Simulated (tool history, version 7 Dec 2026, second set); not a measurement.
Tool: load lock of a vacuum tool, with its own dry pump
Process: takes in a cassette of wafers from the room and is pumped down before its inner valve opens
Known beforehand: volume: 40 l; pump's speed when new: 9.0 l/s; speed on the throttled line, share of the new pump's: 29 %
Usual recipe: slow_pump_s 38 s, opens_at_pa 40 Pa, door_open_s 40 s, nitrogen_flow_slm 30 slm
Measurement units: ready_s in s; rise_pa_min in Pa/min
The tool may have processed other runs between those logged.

run,hour,slow_pump_s,opens_at_pa,door_open_s,nitrogen_flow_slm,"incoming humidity of the room's air, %",ready_s,rise_pa_min
1,0,38,40,40,30,44.9,61.8,0.067
2,266.7,38,47,40,30,45.8,60.8,0.073
3,473.5,38,47,40,30,46.1,60.8,0.066
4,842.2,38,47,40,30,45.6,61.3,0.076
5,1074.9,38,40,40,30,44,62.7,0.081
6,1375.5,38,40,40,30,47.1,62.1,0.08
7,1736,38,31,40,30,42.5,63.9,0.079
8,2035.4,38,31,40,30,43.4,63.1,0.08
9,2241.4,38,31,40,30,43.1,62.5,0.081
10,2406.2,38,31,40,30,44.2,63.8,0.086
11,2753.9,38,37,40,30,45,62.4,0.083
12,3105,38,37,40,30,44,62,0.086
13,3355.2,38,42,40,30,44.2,63.1,0.083
14,3630.6,38,42,40,30,47,62.2,0.093
15,3780.7,38,42,40,30,46.7,62.5,0.092
16,4026.5,38,42,40,30,45.3,62.9,0.093
17,4283.3,38,40,40,30,47.7,62.2,0.095
18,4591.4,38,40,40,30,42.4,62.6,0.095
19,4920.5,25,40,162,13,40.8,53.6,0.121
20,5143.4,22,40,135,41,48.3,52.2,0.104
21,5503.9,52,60,224,23,46.9,70.5,0.121
22,5698.4,52,74,101,10,47.3,70.3,0.127
23,6021.6,52,74,101,10,44.3,70.1,0.128
24,6382.6,58,46,40,6,46.1,76.2,0.12
25,6633.5,38,53,223,30,42.8,61.2,0.127
26,6932.3,38,53,223,30,42.4,62,0.125
27,7174.1,22,53,223,30,41.7,51.7,0.125
28,7336,54,40,40,8,45.8,75.1,0.126
29,7540.5,74,50,40,4,44.5,87.5,0.126
30,7893.5,63,50,61,4,46.2,80.1,0.139
31,8188.8,38,67,40,30,42.3,61.3,0.118
32,8474.5,38,67,40,30,42.7,60.4,0.115
33,8694.6,38,67,40,30,42.8,60.9,0.132
34,8963.9,72,66,53,30,44,84,0.137
35,9206.6,75,57,193,10,43.7,87.1,0.166
36,9544.4,28,36,134,6,45,56.9,0.162

Each row is a separate what-if for the run after 36, all from the same tool condition, not one after another. Results?
A,9693.9,19,36,49,6,42,?,?
B,9693.9,28,33,166,42,48.5,?,?
C,9693.9,38,40,40,15,48.2,?,?
D,9693.9,68,36,134,6,41.7,?,?

run,ready_s,rise_pa_min
A,51.1,0.148
B,57.3,0.142
C,63.7,0.139
D,84.7,0.169
With the hidden condition removed and each run's random variation left untouched, the same runs would have given:
run,ready_s,rise_pa_min
A,49.3,0.023
B,55.6,0.017
C,62.3,0.013
D,83.7,0.042
